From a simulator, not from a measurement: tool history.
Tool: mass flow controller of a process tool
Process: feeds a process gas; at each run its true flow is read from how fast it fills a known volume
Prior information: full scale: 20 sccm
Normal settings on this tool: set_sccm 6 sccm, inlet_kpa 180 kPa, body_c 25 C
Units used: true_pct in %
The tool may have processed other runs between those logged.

run	hour	set_sccm	inlet_kpa	body_c	true_pct
1	0.0	6	180	25	97.85
2	159.9	6	180	25	98.03
3	497.7	6	216	25	98.11
4	760.0	6	216	25	98.21
5	1050.8	6	180	25	98.48
6	1306.2	6	180	25	98.50
7	1597.6	6	180	25	98.58
8	1943.7	6	180	25	98.67
9	2162.9	4	180	25	100.84
10	2527.1	4	180	25	101.15
# hour 2545.7: controller exchanged for a calibrated one
11	2753.4	4	180	25	98.92
12	3038.5	5	180	25	99.16
13	3327.7	6	180	31	98.88
14	3592.4	6	248	25	99.07
15	3841.5	6	248	25	99.14
16	4021.1	6	248	25	99.05
17	4322.2	6	180	25	99.56
# hour 4351.0: controller's zero set anew
18	4685.3	20	180	25	99.87
19	4922.1	3	194	25	102.07
20	5276.1	3	210	25	102.48
21	5494.1	9	210	25	99.61
22	5650.5	18	184	33	99.12
23	5825.4	18	184	36	99.06
24	6147.9	18	184	36	98.95
# hour 6422.1: controller's zero set anew, once more
25	6493.2	18	184	36	97.85
26	6844.7	6	191	25	97.44
27	7050.3	11	204	36	97.12
28	7303.5	11	204	36	97.30
29	7521.3	3	274	39	97.53
30	7685.4	18	154	39	97.54
31	7997.5	18	189	22	98.23
32	8331.9	18	189	22	98.08
33	8693.7	6	180	31	97.94
34	9043.2	2	265	28	102.03

How would selected steps in true_pct from run to run divide? Give the signed amount a tool lacking its hidden state would still show from settings, what came in and random variation, and the signed amount left for the hidden state, including any gauge scatter that is not in both of the compared results.
What the log doesn't record here: flow at rest that the sensor doesn't see, % of full scale; true flow over the shown one, %; drift of the gauge itself on true_pct, %.
Run 10 -> 11: controller exchanged for a calibrated one. true_pct -2.23 %: hidden state -2.12, all else -0.11.
Run 18 -> 19: set_sccm 20 -> 3, inlet_kpa 180 -> 194. true_pct +2.20 %: hidden state +3.79, all else -1.59.
Run 20 -> 21: set_sccm 3 -> 9. true_pct -2.87 %: hidden state -3.36, all else +0.49.
Run 33 -> 34: set_sccm 6 -> 2, inlet_kpa 180 -> 265, body_c 31 -> 28. true_pct +4.09 %: hidden state +4.57, all else -0.48.
